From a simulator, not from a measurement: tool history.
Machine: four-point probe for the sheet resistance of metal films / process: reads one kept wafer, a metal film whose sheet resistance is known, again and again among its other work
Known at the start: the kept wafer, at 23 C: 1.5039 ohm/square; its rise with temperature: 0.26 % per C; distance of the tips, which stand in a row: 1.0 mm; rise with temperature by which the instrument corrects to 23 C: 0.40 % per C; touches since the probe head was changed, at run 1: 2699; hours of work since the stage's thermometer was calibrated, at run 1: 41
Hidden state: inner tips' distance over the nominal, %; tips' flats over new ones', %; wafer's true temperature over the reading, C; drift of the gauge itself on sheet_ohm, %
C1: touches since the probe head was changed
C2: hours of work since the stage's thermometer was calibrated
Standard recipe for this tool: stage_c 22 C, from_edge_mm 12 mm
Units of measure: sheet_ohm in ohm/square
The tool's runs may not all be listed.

{"run": 1, "day": 0.0, "stage_c": 22, "from_edge_mm": 12, "C1": 2699, "C2": 41, "sheet_ohm": 1.514118}
{"run": 2, "day": 1.083, "stage_c": 27, "from_edge_mm": 12, "C1": 3251, "C2": 54, "sheet_ohm": 1.504139}
{"run": 3, "day": 1.696, "stage_c": 27, "from_edge_mm": 12, "C1": 3564, "C2": 62, "sheet_ohm": 1.503923}
{"run": 4, "day": 2.292, "stage_c": 27, "from_edge_mm": 12, "C1": 3866, "C2": 69, "sheet_ohm": 1.503535}
{"run": 5, "day": 3.638, "stage_c": 27, "from_edge_mm": 12, "C1": 4552, "C2": 85, "sheet_ohm": 1.50386}
{"run": 6, "day": 4.333, "stage_c": 25, "from_edge_mm": 12, "C1": 4908, "C2": 93, "sheet_ohm": 1.507709}
{"run": 7, "day": 5.729, "stage_c": 25, "from_edge_mm": 12, "C1": 5618, "C2": 109, "sheet_ohm": 1.507785}
{"run": 8, "day": 6.579, "stage_c": 30, "from_edge_mm": 12, "C1": 6052, "C2": 119, "sheet_ohm": 1.497707}
{"run": 9, "day": 7.258, "stage_c": 22, "from_edge_mm": 12, "C1": 6398, "C2": 127, "sheet_ohm": 1.513837}
{"run": 10, "day": 8.129, "stage_c": 23, "from_edge_mm": 12, "C1": 6841, "C2": 138, "sheet_ohm": 1.512476}
{"run": 11, "day": 8.971, "stage_c": 23, "from_edge_mm": 12, "C1": 7270, "C2": 148, "sheet_ohm": 1.51154}
{"run": 12, "day": 10.292, "stage_c": 23, "from_edge_mm": 12, "C1": 7943, "C2": 163, "sheet_ohm": 1.512383}
{"run": 13, "day": 11.621, "stage_c": 23, "from_edge_mm": 12, "C1": 8621, "C2": 179, "sheet_ohm": 1.511292}
{"run": 14, "day": 12.733, "stage_c": 19, "from_edge_mm": 12, "C1": 9188, "C2": 192, "sheet_ohm": 1.520192}
{"run": 15, "day": 13.479, "stage_c": 19, "from_edge_mm": 12, "C1": 9568, "C2": 201, "sheet_ohm": 1.519965}
{"run": 16, "day": 14.196, "stage_c": 19, "from_edge_mm": 12, "C1": 9933, "C2": 210, "sheet_ohm": 1.520088}
{"run": 17, "day": 14.883, "stage_c": 35, "from_edge_mm": 12, "C1": 10282, "C2": 218, "sheet_ohm": 1.487519}
{"run": 18, "day": 16.229, "stage_c": 22, "from_edge_mm": 12, "C1": 10969, "C2": 234, "sheet_ohm": 1.513478}
{"run": 19, "day": 17.542, "stage_c": 22, "from_edge_mm": 12, "C1": 11638, "C2": 249, "sheet_ohm": 1.51397}
{"run": 20, "day": 18.396, "stage_c": 31, "from_edge_mm": 12, "C1": 12073, "C2": 259, "sheet_ohm": 1.495352}
{"run": 21, "day": 19.612, "stage_c": 31, "from_edge_mm": 12, "C1": 12691, "C2": 274, "sheet_ohm": 1.495342}
{"run": 22, "day": 20.883, "stage_c": 22, "from_edge_mm": 12, "C1": 13340, "C2": 289, "sheet_ohm": 1.513269}
{"run": 23, "day": 21.708, "stage_c": 22, "from_edge_mm": 12, "C1": 13761, "C2": 299, "sheet_ohm": 1.513654}
{"run": 24, "day": 22.558, "stage_c": 22, "from_edge_mm": 12, "C1": 14193, "C2": 309, "sheet_ohm": 1.513204}
{"run": 25, "day": 23.625, "stage_c": 34, "from_edge_mm": 46, "C1": 14737, "C2": 321, "sheet_ohm": 1.483708}
{"run": 26, "day": 24.879, "stage_c": 18, "from_edge_mm": 4, "C1": 15376, "C2": 336, "sheet_ohm": 1.565645}
{"run": 27, "day": 26.017, "stage_c": 18, "from_edge_mm": 4, "C1": 15955, "C2": 350, "sheet_ohm": 1.565549}
{"run": 28, "day": 27.292, "stage_c": 33, "from_edge_mm": 49, "C1": 16605, "C2": 365, "sheet_ohm": 1.485813}
{"run": 29, "day": 28.108, "stage_c": 33, "from_edge_mm": 49, "C1": 17022, "C2": 375, "sheet_ohm": 1.485854}
{"run": 30, "day": 28.683, "stage_c": 33, "from_edge_mm": 49, "C1": 17314, "C2": 381, "sheet_ohm": 1.486187}
{"run": 31, "day": 29.292, "stage_c": 19, "from_edge_mm": 9, "C1": 17625, "C2": 389, "sheet_ohm": 1.523863}
{"run": 32, "day": 30.596, "stage_c": 31, "from_edge_mm": 9, "C1": 18290, "C2": 404, "sheet_ohm": 1.498601}
{"run": 33, "day": 31.833, "stage_c": 31, "from_edge_mm": 9, "C1": 18919, "C2": 419, "sheet_ohm": 1.499731}
{"run": 34, "day": 32.533, "stage_c": 31, "from_edge_mm": 24, "C1": 19275, "C2": 427, "sheet_ohm": 1.490569}
{"run": 35, "day": 33.125, "stage_c": 22, "from_edge_mm": 3, "C1": 19577, "C2": 434, "sheet_ohm": 1.592106}
{"run": 36, "day": 33.925, "stage_c": 22, "from_edge_mm": 3, "C1": 19985, "C2": 443, "sheet_ohm": 1.592027}
{"run": 37, "day": 35.175, "stage_c": 22, "from_edge_mm": 3, "C1": 20623, "C2": 458, "sheet_ohm": 1.591786}
{"run": 38, "day": 36.146, "stage_c": 28, "from_edge_mm": 48, "C1": 21116, "C2": 470, "sheet_ohm": 1.495462}
{"run": 39, "day": 36.867, "stage_c": 28, "from_edge_mm": 48, "C1": 21483, "C2": 478, "sheet_ohm": 1.494768}
{"run": 40, "day": 38.179, "stage_c": 28, "from_edge_mm": 48, "C1": 22153, "C2": 494, "sheet_ohm": 1.4949}
{"run": 41, "day": 39.229, "stage_c": 28, "from_edge_mm": 48, "C1": 22689, "C2": 506, "sheet_ohm": 1.494633}
{"run": 42, "day": 39.792, "stage_c": 26, "from_edge_mm": 11, "C1": 22975, "C2": 513, "sheet_ohm": 1.504906}
{"run": 43, "day": 41.042, "stage_c": 26, "from_edge_mm": 11, "C1": 23611, "C2": 528, "sheet_ohm": 1.505008}
{"run": 44, "day": 41.696, "stage_c": 31, "from_edge_mm": 4, "C1": 23944, "C2": 536, "sheet_ohm": 1.537032}
{"run": 45, "day": 42.412, "stage_c": 19, "from_edge_mm": 13, "C1": 24310, "C2": 544, "sheet_ohm": 1.517322}

Branching from run 45: 3 alternative next runs. What would each branch give?
{"run": "A", "day": 43.412, "stage_c": 34, "from_edge_mm": 13, "C1": 24820, "C2": 556, "sheet_ohm": "?"}
{"run": "B", "day": 43.412, "stage_c": 22, "from_edge_mm": 7, "C1": 24820, "C2": 556, "sheet_ohm": "?"}
{"run": "C", "day": 43.412, "stage_c": 32, "from_edge_mm": 12, "C1": 24820, "C2": 556, "sheet_ohm": "?"}

run=A sheet_ohm=1.487006
run=B sheet_ohm=1.522583
run=C sheet_ohm=1.491805
Without the tool's unlogged condition, the same runs would have read:
run=A sheet_ohm=1.486506
run=B sheet_ohm=1.522085
run=C sheet_ohm=1.491305
